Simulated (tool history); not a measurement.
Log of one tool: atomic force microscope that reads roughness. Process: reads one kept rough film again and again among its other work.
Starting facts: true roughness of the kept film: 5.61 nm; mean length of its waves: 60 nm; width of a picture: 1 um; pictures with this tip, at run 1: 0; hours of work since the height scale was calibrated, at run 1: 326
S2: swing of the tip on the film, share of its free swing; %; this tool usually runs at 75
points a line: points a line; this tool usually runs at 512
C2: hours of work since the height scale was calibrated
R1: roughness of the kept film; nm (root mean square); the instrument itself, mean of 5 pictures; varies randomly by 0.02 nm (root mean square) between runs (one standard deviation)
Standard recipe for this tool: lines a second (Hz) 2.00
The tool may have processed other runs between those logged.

{"run": 1, "hour": 0.0, "lines a second (Hz)": 2.0, "S2": 75, "points a line": 512, "pictures with this tip": 0, "C2": 326, "R1": 4.985}
{"run": 2, "hour": 33.5, "lines a second (Hz)": 2.0, "S2": 75, "points a line": 512, "pictures with this tip": 53, "C2": 349, "R1": 4.712}
{"run": 3, "hour": 98.2, "lines a second (Hz)": 2.0, "S2": 87, "points a line": 512, "pictures with this tip": 156, "C2": 393, "R1": 4.069}
{"hour": 101.7, "done": "new tip fitted"}
{"run": 4, "hour": 169.3, "lines a second (Hz)": 2.0, "S2": 87, "points a line": 512, "pictures with this tip": 108, "C2": 440, "R1": 4.207}
{"hour": 202.6, "done": "new tip fitted"}
{"run": 5, "hour": 224.3, "lines a second (Hz)": 1.23, "S2": 87, "points a line": 512, "pictures with this tip": 35, "C2": 477, "R1": 4.71}
{"hour": 228.7, "done": "height scale calibrated on a step standard"}
{"run": 6, "hour": 256.1, "lines a second (Hz)": 1.23, "S2": 87, "points a line": 512, "pictures with this tip": 84, "C2": 19, "R1": 4.544}
{"run": 7, "hour": 300.9, "lines a second (Hz)": 1.23, "S2": 87, "points a line": 512, "pictures with this tip": 155, "C2": 49, "R1": 4.23}
{"hour": 306.8, "done": "new tip fitted"}
{"run": 8, "hour": 347.8, "lines a second (Hz)": 2.49, "S2": 75, "points a line": 512, "pictures with this tip": 65, "C2": 81, "R1": 4.558}
{"run": 9, "hour": 392.6, "lines a second (Hz)": 0.87, "S2": 76, "points a line": 397, "pictures with this tip": 136, "C2": 111, "R1": 4.554}
{"hour": 407.5, "done": "new tip fitted"}
{"run": 10, "hour": 447.2, "lines a second (Hz)": 0.87, "S2": 76, "points a line": 397, "pictures with this tip": 63, "C2": 148, "R1": 4.846}
{"hour": 500.2, "done": "height scale calibrated on a step standard, once more"}
{"run": 11, "hour": 500.4, "lines a second (Hz)": 0.87, "S2": 76, "points a line": 397, "pictures with this tip": 147, "C2": 0, "R1": 4.538}
{"hour": 510.9, "done": "new tip fitted"}
{"run": 12, "hour": 554.9, "lines a second (Hz)": 0.63, "S2": 75, "points a line": 492, "pictures with this tip": 70, "C2": 37, "R1": 4.888}
{"run": 13, "hour": 599.8, "lines a second (Hz)": 0.63, "S2": 75, "points a line": 492, "pictures with this tip": 141, "C2": 67, "R1": 4.578}

Branching from run 13: 5 alternative next runs. What would each branch give?
{"hour": 611.4, "done": "new tip fitted"}
{"run": "A", "hour": 646.0, "lines a second (Hz)": 1.19, "S2": 76, "points a line": 417, "pictures with this tip": 55, "C2": 98, "R1": "?"}
{"hour": 611.4, "done": "new tip fitted"}
{"run": "B", "hour": 646.0, "lines a second (Hz)": 0.64, "S2": 75, "points a line": 492, "pictures with this tip": 55, "C2": 98, "R1": "?"}
{"hour": 611.4, "done": "new tip fitted"}
{"run": "C", "hour": 646.0, "lines a second (Hz)": 1.01, "S2": 75, "points a line": 508, "pictures with this tip": 55, "C2": 98, "R1": "?"}
{"hour": 611.4, "done": "new tip fitted"}
{"run": "D", "hour": 646.0, "lines a second (Hz)": 1.84, "S2": 75, "points a line": 461, "pictures with this tip": 55, "C2": 98, "R1": "?"}
{"hour": 611.4, "done": "new tip fitted"}
{"run": "E", "hour": 646.0, "lines a second (Hz)": 0.63, "S2": 75, "points a line": 260, "pictures with this tip": 55, "C2": 98, "R1": "?"}

run=A R1=4.856
run=B R1=4.973
run=C R1=4.903
run=D R1=4.710
run=E R1=4.980
With the hidden condition removed and each run's random variation left untouched, the same runs would have given:
run=A R1=5.124
run=B R1=5.248
run=C R1=5.173
run=D R1=4.970
run=E R1=5.255

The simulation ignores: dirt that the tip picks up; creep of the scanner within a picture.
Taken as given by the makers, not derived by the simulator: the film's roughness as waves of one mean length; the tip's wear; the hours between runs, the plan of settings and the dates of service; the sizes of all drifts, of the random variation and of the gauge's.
